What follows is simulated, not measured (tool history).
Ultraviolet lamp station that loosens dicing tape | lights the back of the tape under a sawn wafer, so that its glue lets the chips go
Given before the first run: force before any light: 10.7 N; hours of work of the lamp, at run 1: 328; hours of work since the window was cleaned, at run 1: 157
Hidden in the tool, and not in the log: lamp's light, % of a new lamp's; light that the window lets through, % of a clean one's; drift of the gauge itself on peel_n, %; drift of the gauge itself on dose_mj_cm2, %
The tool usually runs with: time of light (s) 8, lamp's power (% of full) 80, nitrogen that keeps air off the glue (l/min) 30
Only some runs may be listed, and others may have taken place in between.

| run | hour | time of light (s) | lamp's power (% of full) | nitrogen that keeps air off the glue (l/min) | hours of work of the lamp | hours of work since the window was cleaned | force that peels the tape off (N) | light that reached the tape (mJ/cm2) |
|---|---|---|---|---|---|---|---|---|
| 1 | 0 | 8 | 80 | 30 | 328 | 157 | 1.045 | 220 |
| 2 | 15.6 | 8 | 80 | 30 | 337 | 166 | 1.014 | 220 |
| 3 | 29.6 | 8 | 80 | 30 | 345 | 173 | 0.988 | 225 |
| 4 | 40.9 | 8 | 80 | 30 | 351 | 179 | 1.041 | 224 |
| 5 | 56.5 | 8 | 80 | 30 | 359 | 188 | 0.996 | 224 |
| 6 | 71.7 | 8 | 80 | 53 | 368 | 196 | 0.693 | 222 |
| 7 | 85.4 | 8 | 80 | 53 | 375 | 204 | 0.695 | 226 |
| 8 | 101.5 | 12 | 80 | 53 | 384 | 213 | 0.212 | 330 |
| 9 | 109.4 | 5 | 80 | 30 | 388 | 217 | 2.488 | 143 |
| 10 | 116.5 | 5 | 71 | 30 | 392 | 221 | 2.855 | 125 |
| 11 | 131.9 | 5 | 71 | 30 | 401 | 229 | 2.897 | 124 |
| 12 | 140.6 | 8 | 80 | 30 | 405 | 234 | 1.054 | 227 |
| 13 | 156.7 | 8 | 80 | 30 | 414 | 243 | 1.032 | 224 |
| 14 | 165.6 | 8 | 80 | 30 | 419 | 248 | 0.998 | 223 |
| 15 | 173.7 | 11 | 75 | 12 | 423 | 252 | 1.183 | 284 |
| 16 | 182.5 | 11 | 80 | 23 | 428 | 257 | 0.572 | 307 |
| 17 | 194.7 | 11 | 80 | 23 | 435 | 264 | 0.587 | 307 |
| 18 | 204.3 | 14 | 98 | 28 | 440 | 269 | 0.119 | 478 |
| 19 | 213.8 | 8 | 91 | 11 | 445 | 274 | 1.635 | 256 |
| 20 | 223 | 15 | 67 | 11 | 450 | 279 | 0.77 | 349 |
| 21 | 231.1 | 4 | 66 | 24 | 455 | 284 | 4.271 | 90 |
| 22 | 246.8 | 5 | 80 | 30 | 463 | 292 | 2.439 | 142 |
| 23 | 263.6 | 5 | 80 | 30 | 473 | 301 | 2.481 | 140 |
|  | 268.9 | window cleaned of glue's vapour |
| 24 | 279 | 6 | 86 | 36 | 481 | 6 | 1.399 | 180 |
| 25 | 293.9 | 6 | 86 | 36 | 489 | 14 | 1.445 | 178 |
| 26 | 308.1 | 15 | 88 | 16 | 497 | 21 | 0.238 | 461 |
| 27 | 315.5 | 15 | 88 | 16 | 501 | 26 | 0.241 | 461 |
| 28 | 326.4 | 15 | 88 | 16 | 507 | 32 | 0.259 | 463 |

Branching from run 28: 5 alternative next runs. What would each branch give?
| A | 341.1 | 8 | 80 | 26 | 515 | 40 | ? | ? |
| B | 341.1 | 5 | 88 | 16 | 515 | 40 | ? | ? |
| C | 341.1 | 6 | 99 | 16 | 515 | 40 | ? | ? |
| D | 341.1 | 5 | 68 | 11 | 515 | 40 | ? | ? |
| E | 341.1 | 14 | 86 | 52 | 515 | 40 | ? | ? |

| run | force that peels the tape off (N) | light that reached the tape (mJ/cm2) |
|---|---|---|
| A | 1.122 | 223 |
| B | 2.831 | 154 |
| C | 1.778 | 208 |
| D | 4.503 | 121 |
| E | 0.105 | 413 |
With the hidden condition removed and each run's random variation left untouched, the same runs would have given:
| run | force that peels the tape off (N) | light that reached the tape (mJ/cm2) |
|---|---|---|
| A | 1.117 | 223 |
| B | 2.823 | 154 |
| C | 1.771 | 209 |
| D | 4.494 | 121 |
| E | 0.104 | 414 |
